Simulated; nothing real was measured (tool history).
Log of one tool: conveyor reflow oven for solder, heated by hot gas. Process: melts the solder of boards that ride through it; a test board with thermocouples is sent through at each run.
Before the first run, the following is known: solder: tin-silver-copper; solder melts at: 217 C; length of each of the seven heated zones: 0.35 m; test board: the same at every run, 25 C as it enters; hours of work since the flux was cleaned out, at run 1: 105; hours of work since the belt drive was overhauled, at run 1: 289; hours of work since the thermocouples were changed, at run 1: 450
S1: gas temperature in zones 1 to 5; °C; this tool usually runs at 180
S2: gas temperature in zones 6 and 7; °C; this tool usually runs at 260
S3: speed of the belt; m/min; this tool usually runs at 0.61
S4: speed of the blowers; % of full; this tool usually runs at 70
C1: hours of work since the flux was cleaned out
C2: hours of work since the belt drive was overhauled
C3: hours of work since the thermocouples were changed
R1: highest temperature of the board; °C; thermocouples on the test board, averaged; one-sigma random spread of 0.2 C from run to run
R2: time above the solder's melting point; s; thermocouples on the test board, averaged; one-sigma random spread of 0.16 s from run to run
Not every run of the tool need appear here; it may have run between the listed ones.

Run 1, hour 0: usual settings; C1 105; C2 289; C3 450. Result: R1 249 °C, R2 52.8 s.
Run 2, hour 12.7: usual settings; C1 114; C2 299; C3 459. Result: R1 249.2 °C, R2 52.9 s.
Run 3, hour 25.2: usual settings; C1 123; C2 308; C3 468. Result: R1 248.9 °C, R2 52.7 s.
Run 4, hour 33.9: usual settings; C1 130; C2 314; C3 475. Result: R1 249.2 °C, R2 52.8 s.
Run 5, hour 43.4: usual settings but S2 259 °C; C1 137; C2 321; C3 482. Result: R1 247.9 °C, R2 51.9 s.
Run 6, hour 54.1: usual settings but S2 259 °C; C1 145; C2 329; C3 489. Result: R1 248.3 °C, R2 52.3 s.
Run 7, hour 62.6: usual settings but S2 259 °C; C1 151; C2 335; C3 496. Result: R1 248.1 °C, R2 52 s.
Run 8, hour 74.7: usual settings but S3 0.73 m/min; C1 160; C2 344; C3 504. Result: R1 244.3 °C, R2 39.4 s.
Run 9, hour 84.1: usual settings but S2 269 °C; C1 166; C2 351; C3 511. Result: R1 257.1 °C, R2 57.1 s.
Run 10, hour 93.8: usual settings but S2 269 °C; C1 174; C2 358; C3 518. Result: R1 257.3 °C, R2 57.1 s.
Run 11, hour 101.3: usual settings but S2 269 °C; C1 179; C2 363; C3 524. Result: R1 257.8 °C, R2 57.3 s.
Run 12, hour 112.4: usual settings; C1 187; C2 371; C3 532. Result: R1 249.4 °C, R2 52.5 s.
Run 13, hour 124.4: usual settings; C1 196; C2 380; C3 541. Result: R1 249.2 °C, R2 52.7 s.
Run 14, hour 137.7: usual settings but S1 170 °C; C1 206; C2 390; C3 551. Result: R1 247.5 °C, R2 48.1 s.
Run 15, hour 144.7: usual settings; C1 211; C2 395; C3 556. Result: R1 249.3 °C, R2 52.7 s.
Run 16, hour 157.4: usual settings; C1 220; C2 404; C3 565. Result: R1 249.2 °C, R2 52.3 s.
Run 17, hour 168.2: usual settings but S1 166 °C, S3 0.722 m/min, S4 74 % of full; C1 228; C2 412; C3 573. Result: R1 242.8 °C, R2 35.4 s.
Run 18, hour 176.8: usual settings but S1 177 °C, S2 250 °C; C1 234; C2 419; C3 579. Result: R1 239.4 °C, R2 44.6 s.
Run 19, hour 187.8: usual settings but S2 264 °C, S4 77 % of full; C1 242; C2 427; C3 587. Result: R1 253.9 °C, R2 55.6 s.
Run 20, hour 200.3: usual settings but S2 264 °C, S4 77 % of full; C1 251; C2 436; C3 596. Result: R1 254.1 °C, R2 55.7 s.
Run 21, hour 209.8: usual settings but S2 264 °C, S4 77 % of full; C1 258; C2 443; C3 603. Result: R1 253.8 °C, R2 55.9 s.
Run 22, hour 222.3: usual settings but S2 256 °C, S3 0.558 m/min; C1 268; C2 452; C3 612. Result: R1 246.9 °C, R2 57 s.
Run 23, hour 234: usual settings but S1 182 °C, S2 256 °C, S3 0.558 m/min; C1 276; C2 460; C3 621. Result: R1 247.7 °C, R2 58.3 s.
Run 24, hour 247: usual settings but S1 166 °C, S2 263 °C; C1 286; C2 470; C3 631. Result: R1 250.1 °C, R2 48.3 s.
Run 25, hour 257.7: usual settings but S1 183 °C, S2 272 °C, S3 0.576 m/min; C1 293; C2 478; C3 638. Result: R1 262 °C, R2 63.9 s.
Run 26, hour 265.9: usual settings but S1 184 °C, S2 252 °C, S3 0.552 m/min, S4 82 % of full; C1 299; C2 484; C3 644. Result: R1 245.9 °C, R2 59.9 s.
Run 27, hour 276: usual settings but S1 188 °C, S3 0.53 m/min; C1 307; C2 491; C3 652. Result: R1 252.8 °C, R2 67.8 s.
Run 28, hour 289.4: usual settings but S1 188 °C, S3 0.53 m/min; C1 317; C2 501; C3 662. Result: R1 253.3 °C, R2 67.7 s.
Run 29, hour 302.8: usual settings but S1 192 °C, S4 88 % of full; C1 326; C2 511; C3 671. Result: R1 253.4 °C, R2 60.3 s.
At hour 311.1: flux residue cleaned out of gas plates and filters.
Run 30, hour 322.3: usual settings but S1 186 °C; C1 8; C2 521; C3 682. Result: R1 249.9 °C, R2 55.3 s.
Run 31, hour 334.5: usual settings but S1 175 °C, S4 79 % of full; C1 17; C2 530; C3 691. Result: R1 249.6 °C, R2 51.9 s.

How the hidden state differs across the entries between the runs, from the last listed run before each to the first after it:
In the gap between runs 29 and 30: flux residue cleaned out of gas plates and filters (hour 311.1)
  heat that the gas passes to the board, % of a clean oven's: 99.9 -> 100

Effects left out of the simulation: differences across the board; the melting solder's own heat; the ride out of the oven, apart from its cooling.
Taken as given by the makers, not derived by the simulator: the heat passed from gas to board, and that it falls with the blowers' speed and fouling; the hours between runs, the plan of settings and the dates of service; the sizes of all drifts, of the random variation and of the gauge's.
